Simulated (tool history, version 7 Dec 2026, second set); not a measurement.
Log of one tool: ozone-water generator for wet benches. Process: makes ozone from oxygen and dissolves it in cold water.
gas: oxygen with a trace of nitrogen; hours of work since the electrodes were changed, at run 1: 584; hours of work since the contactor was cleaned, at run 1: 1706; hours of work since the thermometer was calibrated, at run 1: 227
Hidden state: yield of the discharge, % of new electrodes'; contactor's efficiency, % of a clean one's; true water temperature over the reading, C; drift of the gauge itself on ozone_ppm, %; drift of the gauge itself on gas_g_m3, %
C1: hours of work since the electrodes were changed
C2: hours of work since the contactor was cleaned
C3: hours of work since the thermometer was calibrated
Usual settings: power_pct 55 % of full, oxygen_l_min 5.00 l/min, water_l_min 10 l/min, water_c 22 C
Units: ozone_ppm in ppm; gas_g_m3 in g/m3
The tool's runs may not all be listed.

run 1 hour=0.0 | power_pct=55 oxygen_l_min=5.00 water_l_min=10 water_c=22 | C1=584 C2=1706 C3=227 | ozone_ppm=16.0 gas_g_m3=172.4
run 2 hour=41.7 | power_pct=55 oxygen_l_min=5.00 water_l_min=10 water_c=15 | C1=619 C2=1742 C3=262 | ozone_ppm=18.6 gas_g_m3=171.8
run 3 hour=86.6 | power_pct=55 oxygen_l_min=3.69 water_l_min=10 water_c=22 | C1=658 C2=1780 C3=301 | ozone_ppm=16.3 gas_g_m3=193.7
run 4 hour=106.3 | power_pct=55 oxygen_l_min=3.69 water_l_min=10 water_c=22 | C1=674 C2=1797 C3=317 | ozone_ppm=16.2 gas_g_m3=193.8
run 5 hour=144.0 | power_pct=55 oxygen_l_min=3.69 water_l_min=10 water_c=22 | C1=707 C2=1829 C3=349 | ozone_ppm=16.0 gas_g_m3=192.6
run 6 hour=186.0 | power_pct=55 oxygen_l_min=3.69 water_l_min=10 water_c=22 | C1=742 C2=1864 C3=385 | ozone_ppm=15.9 gas_g_m3=193.2
run 7 hour=214.8 | power_pct=72 oxygen_l_min=5.00 water_l_min=10 water_c=22 | C1=767 C2=1889 C3=410 | ozone_ppm=19.1 gas_g_m3=210.9
run 8 hour=251.7 | power_pct=72 oxygen_l_min=5.00 water_l_min=10 water_c=22 | C1=798 C2=1920 C3=441 | ozone_ppm=19.4 gas_g_m3=208.2
run 9 hour=271.8 | power_pct=72 oxygen_l_min=5.00 water_l_min=10 water_c=22 | C1=815 C2=1938 C3=458 | ozone_ppm=19.2 gas_g_m3=206.8
run 10 hour=297.5 | power_pct=72 oxygen_l_min=5.00 water_l_min=10 water_c=22 | C1=837 C2=1959 C3=480 | ozone_ppm=19.1 gas_g_m3=207.3
run 11 hour=338.7 | power_pct=55 oxygen_l_min=5.00 water_l_min=10 water_c=22 | C1=872 C2=1995 C3=515 | ozone_ppm=15.6 gas_g_m3=171.3
run 12 hour=361.1 | power_pct=55 oxygen_l_min=5.00 water_l_min=10 water_c=22 | C1=891 C2=2014 C3=534 | ozone_ppm=15.6 gas_g_m3=168.0
run 13 hour=384.8 | power_pct=55 oxygen_l_min=5.00 water_l_min=10 water_c=22 | C1=912 C2=2034 C3=555 | ozone_ppm=15.8 gas_g_m3=169.3
run 14 hour=427.7 | power_pct=55 oxygen_l_min=2.78 water_l_min=10 water_c=22 | C1=948 C2=2070 C3=591 | ozone_ppm=15.3 gas_g_m3=214.2
run 15 hour=465.0 | power_pct=55 oxygen_l_min=5.00 water_l_min=10 water_c=22 | C1=980 C2=2102 C3=623 | ozone_ppm=15.3 gas_g_m3=168.6
run 16 hour=500.1 | power_pct=55 oxygen_l_min=5.00 water_l_min=10 water_c=22 | C1=1010 C2=2132 C3=653 | ozone_ppm=15.6 gas_g_m3=169.0
run 17 hour=521.1 | power_pct=46 oxygen_l_min=3.20 water_l_min=10 water_c=28 | C1=1028 C2=2150 C3=671 | ozone_ppm=12.0 gas_g_m3=178.1
run 18 hour=551.4 | power_pct=62 oxygen_l_min=2.80 water_l_min=10 water_c=28 | C1=1054 C2=2176 C3=697 | ozone_ppm=14.7 gas_g_m3=230.9
run 19 hour=588.6 | power_pct=62 oxygen_l_min=2.80 water_l_min=10 water_c=28 | C1=1085 C2=2207 C3=728 | ozone_ppm=14.8 gas_g_m3=229.5
run 20 hour=607.5 | power_pct=62 oxygen_l_min=2.80 water_l_min=10 water_c=28 | C1=1101 C2=2224 C3=744 | ozone_ppm=14.7 gas_g_m3=231.9
run 21 hour=645.2 | power_pct=55 oxygen_l_min=3.38 water_l_min=12 water_c=22 | C1=1134 C2=2256 C3=777 | ozone_ppm=13.1 gas_g_m3=197.5
run 22 hour=688.4 | power_pct=55 oxygen_l_min=3.38 water_l_min=12 water_c=22 | C1=1170 C2=2293 C3=813 | ozone_ppm=13.2 gas_g_m3=197.0
run 23 hour=710.3 | power_pct=45 oxygen_l_min=6.59 water_l_min=7 water_c=16 | C1=1189 C2=2311 C3=832 | ozone_ppm=18.4 gas_g_m3=130.5
run 24 hour=751.4 | power_pct=45 oxygen_l_min=6.59 water_l_min=7 water_c=16 | C1=1224 C2=2346 C3=867 | ozone_ppm=18.2 gas_g_m3=130.3
run 25 hour=793.5 | power_pct=81 oxygen_l_min=6.18 water_l_min=14 water_c=28 | C1=1260 C2=2382 C3=903 | ozone_ppm=13.8 gas_g_m3=201.6
run 26 hour=838.3 | power_pct=69 oxygen_l_min=4.85 water_l_min=14 water_c=28 | C1=1298 C2=2420 C3=941 | ozone_ppm=12.2 gas_g_m3=197.4
run 27 hour=874.6 | power_pct=95 oxygen_l_min=5.00 water_l_min=10 water_c=16 | C1=1329 C2=2451 C3=972 | ozone_ppm=24.6 gas_g_m3=245.4
run 28 hour=898.5 | power_pct=95 oxygen_l_min=5.00 water_l_min=10 water_c=16 | C1=1349 C2=2472 C3=992 | ozone_ppm=24.9 gas_g_m3=243.4
run 29 hour=926.4 | power_pct=95 oxygen_l_min=5.00 water_l_min=10 water_c=16 | C1=1373 C2=2495 C3=1016 | ozone_ppm=24.5 gas_g_m3=243.6
run 30 hour=953.8 | power_pct=95 oxygen_l_min=3.33 water_l_min=7 water_c=16 | C1=1397 C2=2519 C3=1039 | ozone_ppm=31.5 gas_g_m3=283.6
run 31 hour=992.9 | power_pct=55 oxygen_l_min=5.51 water_l_min=10 water_c=22 | C1=1430 C2=2552 C3=1073 | ozone_ppm=14.3 gas_g_m3=158.4
run 32 hour=1033.3 | power_pct=55 oxygen_l_min=5.51 water_l_min=6 water_c=23 | C1=1464 C2=2586 C3=1107 | ozone_ppm=19.4 gas_g_m3=159.1

5 ways to go on from here, each from the tool as it stands after run 32. What would each give?
run A hour=1071.7 | power_pct=55 oxygen_l_min=3.11 water_l_min=10 water_c=22 | C1=1497 C2=2619 C3=1140 | ozone_ppm=? gas_g_m3=?
run B hour=1071.7 | power_pct=60 oxygen_l_min=5.51 water_l_min=10 water_c=23 | C1=1497 C2=2619 C3=1140 | ozone_ppm=? gas_g_m3=?
run C hour=1071.7 | power_pct=56 oxygen_l_min=3.68 water_l_min=10 water_c=22 | C1=1497 C2=2619 C3=1140 | ozone_ppm=? gas_g_m3=?
run D hour=1071.7 | power_pct=43 oxygen_l_min=3.39 water_l_min=6 water_c=29 | C1=1497 C2=2619 C3=1140 | ozone_ppm=? gas_g_m3=?
run E hour=1071.7 | power_pct=55 oxygen_l_min=4.60 water_l_min=6 water_c=23 | C1=1497 C2=2619 C3=1140 | ozone_ppm=? gas_g_m3=?

run=A ozone_ppm=14.3 gas_g_m3=198.9
run=B ozone_ppm=15.2 gas_g_m3=168.7
run=C ozone_ppm=14.9 gas_g_m3=186.7
run=D ozone_ppm=15.2 gas_g_m3=160.7
run=E ozone_ppm=20.0 gas_g_m3=170.1
Without the tool's hidden state the same runs would have given:
run=A ozone_ppm=17.2 gas_g_m3=213.8
run=B ozone_ppm=18.3 gas_g_m3=182.4
run=C ozone_ppm=17.8 gas_g_m3=201.0
run=D ozone_ppm=17.7 gas_g_m3=170.0
run=E ozone_ppm=23.6 gas_g_m3=182.9
